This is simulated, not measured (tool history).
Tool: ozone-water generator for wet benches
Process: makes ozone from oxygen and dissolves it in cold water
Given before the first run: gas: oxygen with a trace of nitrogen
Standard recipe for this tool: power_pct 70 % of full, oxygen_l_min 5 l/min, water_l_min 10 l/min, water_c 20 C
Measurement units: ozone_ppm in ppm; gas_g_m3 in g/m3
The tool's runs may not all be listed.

{"run": 1, "hour": 0.0, "power_pct": 70, "oxygen_l_min": 5, "water_l_min": 10, "water_c": 20, "ozone_ppm": 25.1, "gas_g_m3": 192.1}
{"run": 2, "hour": 61.6, "power_pct": 70, "oxygen_l_min": 5, "water_l_min": 10, "water_c": 20, "ozone_ppm": 25.3, "gas_g_m3": 191.8}
{"run": 3, "hour": 106.7, "power_pct": 70, "oxygen_l_min": 5, "water_l_min": 10, "water_c": 20, "ozone_ppm": 25.1, "gas_g_m3": 191.2}
{"run": 4, "hour": 164.0, "power_pct": 70, "oxygen_l_min": 5, "water_l_min": 10, "water_c": 20, "ozone_ppm": 25, "gas_g_m3": 191.2}
{"run": 5, "hour": 249.9, "power_pct": 70, "oxygen_l_min": 5, "water_l_min": 10, "water_c": 20, "ozone_ppm": 25.1, "gas_g_m3": 190.4}
{"run": 6, "hour": 295.1, "power_pct": 70, "oxygen_l_min": 5.63, "water_l_min": 10, "water_c": 20, "ozone_ppm": 24.8, "gas_g_m3": 181.5}
{"run": 7, "hour": 360.7, "power_pct": 70, "oxygen_l_min": 5.63, "water_l_min": 10, "water_c": 20, "ozone_ppm": 24.8, "gas_g_m3": 181.9}
{"run": 8, "hour": 423.3, "power_pct": 70, "oxygen_l_min": 5, "water_l_min": 10, "water_c": 16, "ozone_ppm": 27.1, "gas_g_m3": 190.4}
{"run": 9, "hour": 507.0, "power_pct": 98, "oxygen_l_min": 5, "water_l_min": 10, "water_c": 20, "ozone_ppm": 34.1, "gas_g_m3": 255.7}
{"run": 10, "hour": 556.6, "power_pct": 49, "oxygen_l_min": 5, "water_l_min": 10, "water_c": 20, "ozone_ppm": 18.1, "gas_g_m3": 138}
{"run": 11, "hour": 608.0, "power_pct": 49, "oxygen_l_min": 5, "water_l_min": 10, "water_c": 20, "ozone_ppm": 18.2, "gas_g_m3": 139.5}
{"run": 12, "hour": 685.5, "power_pct": 49, "oxygen_l_min": 5, "water_l_min": 10, "water_c": 20, "ozone_ppm": 18.1, "gas_g_m3": 138.8}
{"run": 13, "hour": 767.7, "power_pct": 49, "oxygen_l_min": 5, "water_l_min": 10, "water_c": 20, "ozone_ppm": 18, "gas_g_m3": 137.3}
{"run": 14, "hour": 854.2, "power_pct": 70, "oxygen_l_min": 5, "water_l_min": 10, "water_c": 15, "ozone_ppm": 27.5, "gas_g_m3": 189.3}
{"run": 15, "hour": 903.8, "power_pct": 70, "oxygen_l_min": 5, "water_l_min": 10, "water_c": 15, "ozone_ppm": 27.3, "gas_g_m3": 189.5}
{"run": 16, "hour": 972.4, "power_pct": 70, "oxygen_l_min": 5, "water_l_min": 7, "water_c": 20, "ozone_ppm": 30.7, "gas_g_m3": 188.2}
{"run": 17, "hour": 1025.2, "power_pct": 70, "oxygen_l_min": 5, "water_l_min": 10, "water_c": 20, "ozone_ppm": 24.6, "gas_g_m3": 189.2}
{"run": 18, "hour": 1099.9, "power_pct": 70, "oxygen_l_min": 7.22, "water_l_min": 10, "water_c": 23, "ozone_ppm": 22.1, "gas_g_m3": 160.9}
{"run": 19, "hour": 1171.1, "power_pct": 63, "oxygen_l_min": 5, "water_l_min": 10, "water_c": 14, "ozone_ppm": 25.1, "gas_g_m3": 172.4}
{"run": 20, "hour": 1247.3, "power_pct": 70, "oxygen_l_min": 3.13, "water_l_min": 10, "water_c": 13, "ozone_ppm": 27.3, "gas_g_m3": 227.2}
{"run": 21, "hour": 1305.3, "power_pct": 59, "oxygen_l_min": 7.69, "water_l_min": 12, "water_c": 14, "ozone_ppm": 20.6, "gas_g_m3": 133.6}
{"run": 22, "hour": 1366.4, "power_pct": 59, "oxygen_l_min": 7.69, "water_l_min": 12, "water_c": 14, "ozone_ppm": 20.8, "gas_g_m3": 136.9}
{"run": 23, "hour": 1429.9, "power_pct": 73, "oxygen_l_min": 4.46, "water_l_min": 10, "water_c": 20, "ozone_ppm": 25.2, "gas_g_m3": 204.6}
{"run": 24, "hour": 1500.7, "power_pct": 40, "oxygen_l_min": 4.46, "water_l_min": 10, "water_c": 17, "ozone_ppm": 15.7, "gas_g_m3": 119.7}
{"run": 25, "hour": 1579.4, "power_pct": 67, "oxygen_l_min": 4.46, "water_l_min": 10, "water_c": 17, "ozone_ppm": 24.8, "gas_g_m3": 189.1}
{"run": 26, "hour": 1658.3, "power_pct": 70, "oxygen_l_min": 5, "water_l_min": 14, "water_c": 13, "ozone_ppm": 20.9, "gas_g_m3": 186.1}
{"run": 27, "hour": 1737.8, "power_pct": 68, "oxygen_l_min": 3, "water_l_min": 16, "water_c": 13, "ozone_ppm": 16.9, "gas_g_m3": 228.7}
{"run": 28, "hour": 1812.6, "power_pct": 68, "oxygen_l_min": 3, "water_l_min": 13, "water_c": 27, "ozone_ppm": 16.8, "gas_g_m3": 224.5}
{"run": 29, "hour": 1862.2, "power_pct": 91, "oxygen_l_min": 7.57, "water_l_min": 6, "water_c": 26, "ozone_ppm": 33, "gas_g_m3": 196.3}
{"run": 30, "hour": 1939.8, "power_pct": 70, "oxygen_l_min": 8.24, "water_l_min": 10, "water_c": 20, "ozone_ppm": 23.1, "gas_g_m3": 150.8}
{"run": 31, "hour": 2017.7, "power_pct": 70, "oxygen_l_min": 8.24, "water_l_min": 10, "water_c": 20, "ozone_ppm": 23.2, "gas_g_m3": 150.3}
{"run": 32, "hour": 2060.0, "power_pct": 44, "oxygen_l_min": 7.38, "water_l_min": 11, "water_c": 20, "ozone_ppm": 14.6, "gas_g_m3": 104.5}
{"run": 33, "hour": 2109.2, "power_pct": 67, "oxygen_l_min": 5, "water_l_min": 10, "water_c": 20, "ozone_ppm": 23.4, "gas_g_m3": 181.3}
{"run": 34, "hour": 2186.4, "power_pct": 70, "oxygen_l_min": 5, "water_l_min": 6, "water_c": 20, "ozone_ppm": 33.1, "gas_g_m3": 184.3}

Alternative continuations, all from the tool just after run 34; predict every row:
{"run": "A", "hour": 2251.7, "power_pct": 52, "oxygen_l_min": 5.48, "water_l_min": 10, "water_c": 20, "ozone_ppm": "?", "gas_g_m3": "?"}
{"run": "B", "hour": 2251.7, "power_pct": 53, "oxygen_l_min": 5, "water_l_min": 15, "water_c": 20, "ozone_ppm": "?", "gas_g_m3": "?"}
{"run": "C", "hour": 2251.7, "power_pct": 72, "oxygen_l_min": 4.88, "water_l_min": 7, "water_c": 20, "ozone_ppm": "?", "gas_g_m3": "?"}

run=A ozone_ppm=18.7 gas_g_m3=138.6
run=B ozone_ppm=14 gas_g_m3=146.8
run=C ozone_ppm=31.1 gas_g_m3=193.2
Without the tool's hidden state the same runs would have given:
run=A ozone_ppm=20.1 gas_g_m3=141.7
run=B ozone_ppm=15.1 gas_g_m3=150.2
run=C ozone_ppm=33.5 gas_g_m3=199.2

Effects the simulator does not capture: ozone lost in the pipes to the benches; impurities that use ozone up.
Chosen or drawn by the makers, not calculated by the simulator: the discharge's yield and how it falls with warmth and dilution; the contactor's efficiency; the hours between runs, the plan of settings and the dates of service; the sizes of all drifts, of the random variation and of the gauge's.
